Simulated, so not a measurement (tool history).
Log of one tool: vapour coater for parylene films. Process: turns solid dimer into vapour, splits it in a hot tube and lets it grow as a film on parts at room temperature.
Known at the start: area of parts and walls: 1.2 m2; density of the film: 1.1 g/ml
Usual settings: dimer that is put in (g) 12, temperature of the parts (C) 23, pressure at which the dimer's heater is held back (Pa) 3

run,hour,dimer that is put in (g),temperature of the parts (C),pressure at which the dimer's heater is held back (Pa),thickness of the film (um)
1,0,12,23,3,5.23
2,26.3,12,23,3,5.3
3,39.7,7,23,3,3.07
4,61.3,7,23,3,3.12
5,81.1,12,17,3,6.95
6,95.9,12,17,3,6.93
7,109.3,12,23,3,5.17
8,123.4,12,23,3,5.18
9,142.9,14,23,3,6.03
10,168.5,14,31,3,4.19
11,187,14,31,2.62,4.23
12,214,8,15,4.96,4.46
13,240.4,8,15,4.96,4.47
14,266.4,10,27,4.96,3.17
15,279.2,6,27,2.81,2.15
16,305.9,12,15,3,7.34
# hour 322.2: trap's valve overhauled
17,335,6,18,5.88,3.04
18,358.8,6,18,5.88,3.02
19,387.6,5,27,7.81,1.61
20,408.4,15,31,2.36,4.94
21,426.3,8,33,3.24,2.21
22,439.1,14,23,3,6.5

5 ways to go on from here, each from the tool as it stands after run 22. What would each give?
A,461.4,18,23,3,?
B,461.4,17,20,4.61,?
C,461.4,16,23,3,?
D,461.4,14,30,9.27,?
E,461.4,6,23,3.6,?

run,thickness of the film (um)
A,8.11
B,8.16
C,7.27
D,3.66
E,2.65
Without the tool's hidden state the same runs would have given:
run,thickness of the film (um)
A,8.19
B,8.24
C,7.34
D,3.7
E,2.67

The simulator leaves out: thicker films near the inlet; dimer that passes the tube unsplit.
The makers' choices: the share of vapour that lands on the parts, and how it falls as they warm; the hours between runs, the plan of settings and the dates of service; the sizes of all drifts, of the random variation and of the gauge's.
